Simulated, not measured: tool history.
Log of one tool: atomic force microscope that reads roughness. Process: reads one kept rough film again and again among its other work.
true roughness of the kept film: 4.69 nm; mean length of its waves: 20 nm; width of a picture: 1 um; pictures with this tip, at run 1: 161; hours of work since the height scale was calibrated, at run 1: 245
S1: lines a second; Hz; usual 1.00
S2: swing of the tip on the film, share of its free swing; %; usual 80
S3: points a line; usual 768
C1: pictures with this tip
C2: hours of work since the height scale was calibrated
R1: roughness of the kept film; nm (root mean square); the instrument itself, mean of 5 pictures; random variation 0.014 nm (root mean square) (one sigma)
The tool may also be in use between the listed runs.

| run | day | S1 | S2 | S3 | C1 | C2 | R1 |
|---|---|---|---|---|---|---|---|
| 1 | 0.000 | 1.00 | 80 | 768 | 161 | 245 | 2.325 |
|  | 0.271 | new tip fitted |
| 2 | 1.042 | 1.00 | 80 | 768 | 21 | 255 | 3.180 |
| 3 | 1.908 | 1.00 | 80 | 768 | 44 | 264 | 2.993 |
| 4 | 2.967 | 1.00 | 80 | 768 | 72 | 274 | 2.796 |
| 5 | 3.771 | 1.00 | 80 | 768 | 94 | 282 | 2.663 |
| 6 | 4.754 | 0.74 | 80 | 768 | 120 | 292 | 2.536 |
|  | 4.883 | height scale calibrated on a step standard |
| 7 | 5.375 | 0.74 | 80 | 768 | 136 | 5 | 2.478 |
| 8 | 6.383 | 1.00 | 80 | 768 | 163 | 15 | 2.305 |
|  | 6.550 | new tip fitted |
| 9 | 6.958 | 1.00 | 80 | 784 | 11 | 20 | 3.308 |
| 10 | 7.912 | 1.00 | 80 | 261 | 37 | 30 | 2.997 |
| 11 | 8.792 | 0.78 | 57 | 451 | 60 | 38 | 2.990 |
| 12 | 9.533 | 1.00 | 65 | 768 | 80 | 46 | 2.842 |
| 13 | 10.129 | 1.00 | 62 | 768 | 96 | 52 | 2.730 |
|  | 10.712 | height scale calibrated on a step standard, once more |
| 14 | 10.812 | 0.92 | 56 | 847 | 113 | 1 | 2.636 |
| 15 | 11.579 | 0.92 | 56 | 847 | 134 | 9 | 2.545 |
| 16 | 12.229 | 2.73 | 65 | 461 | 151 | 15 | 2.359 |
|  | 12.833 | new tip fitted |
| 17 | 13.208 | 2.73 | 85 | 461 | 10 | 24 | 3.012 |

Forecast each of these 4 alternatives for the next run:
| A | 13.683 | 3.35 | 64 | 323 | 22 | 29 | ? |
| B | 13.683 | 2.73 | 64 | 512 | 22 | 29 | ? |
| C | 13.683 | 1.00 | 80 | 433 | 22 | 29 | ? |
| D | 13.683 | 1.00 | 84 | 768 | 22 | 29 | ? |

| run | R1 |
|---|---|
| A | 3.095 |
| B | 3.168 |
| C | 3.161 |
| D | 3.156 |
Without the tool's hidden state the same runs would have given:
| run | R1 |
|---|---|
| A | 3.325 |
| B | 3.404 |
| C | 3.396 |
| D | 3.391 |
